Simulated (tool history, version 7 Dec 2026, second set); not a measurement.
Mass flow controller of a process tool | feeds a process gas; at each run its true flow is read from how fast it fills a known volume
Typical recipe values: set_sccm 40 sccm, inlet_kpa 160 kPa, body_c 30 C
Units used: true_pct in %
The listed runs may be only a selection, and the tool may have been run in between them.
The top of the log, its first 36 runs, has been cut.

Run 37, hour 2863.5: usual settings but set_sccm 8 sccm. Result: true_pct 98.85 %.
Run 38, hour 2918.6: usual settings but set_sccm 8 sccm, inlet_kpa 167 kPa, body_c 31 C. Result: true_pct 98.76 %.
At hour 2944.3: gauge calibrated.
Run 39, hour 3017.8: usual settings but set_sccm 24 sccm, inlet_kpa 268 kPa, body_c 34 C. Result: true_pct 97.8 %.
Run 40, hour 3061.9: usual settings but inlet_kpa 223 kPa. Result: true_pct 99.14 %.
Run 41, hour 3124.7: usual settings but set_sccm 13 sccm, inlet_kpa 149 kPa, body_c 39 C. Result: true_pct 97.53 %.
Run 42, hour 3217.5: usual settings but set_sccm 22 sccm, inlet_kpa 263 kPa, body_c 28 C. Result: true_pct 98.17 %.
Run 43, hour 3273.1: usual settings but set_sccm 22 sccm, inlet_kpa 263 kPa, body_c 28 C. Result: true_pct 98.3 %.
Run 44, hour 3329.7: usual settings but inlet_kpa 154 kPa, body_c 23 C. Result: true_pct 99.91 %.
Run 45, hour 3387.3: usual settings but set_sccm 25 sccm, inlet_kpa 195 kPa, body_c 23 C. Result: true_pct 99.06 %.
Run 46, hour 3442.1: usual settings but set_sccm 25 sccm, inlet_kpa 195 kPa, body_c 23 C. Result: true_pct 99.13 %.
Run 47, hour 3486.2: usual settings but set_sccm 37 sccm, body_c 37 C. Result: true_pct 98.91 %.
Run 48, hour 3532.4: usual settings but set_sccm 37 sccm, body_c 37 C. Result: true_pct 98.81 %.
Run 49, hour 3633.3: usual settings but set_sccm 37 sccm, body_c 37 C. Result: true_pct 98.91 %.

Alternative continuations, all from the tool just after run 49; predict every row:
Run A, hour 3700.7: usual settings but set_sccm 29 sccm, inlet_kpa 157 kPa, body_c 24 C. Result: true_pct ?.
Run B, hour 3700.7: usual settings but set_sccm 24 sccm, inlet_kpa 229 kPa, body_c 25 C. Result: true_pct ?.
Run C, hour 3700.7: usual settings but set_sccm 37 sccm, inlet_kpa 208 kPa, body_c 37 C. Result: true_pct ?.

run  true_pct
  A     99.41
  B     98.88
  C      98.8
Without the tool's hidden state the same runs would have given:
run  true_pct
  A      99.1
  B     98.57
  C      98.5

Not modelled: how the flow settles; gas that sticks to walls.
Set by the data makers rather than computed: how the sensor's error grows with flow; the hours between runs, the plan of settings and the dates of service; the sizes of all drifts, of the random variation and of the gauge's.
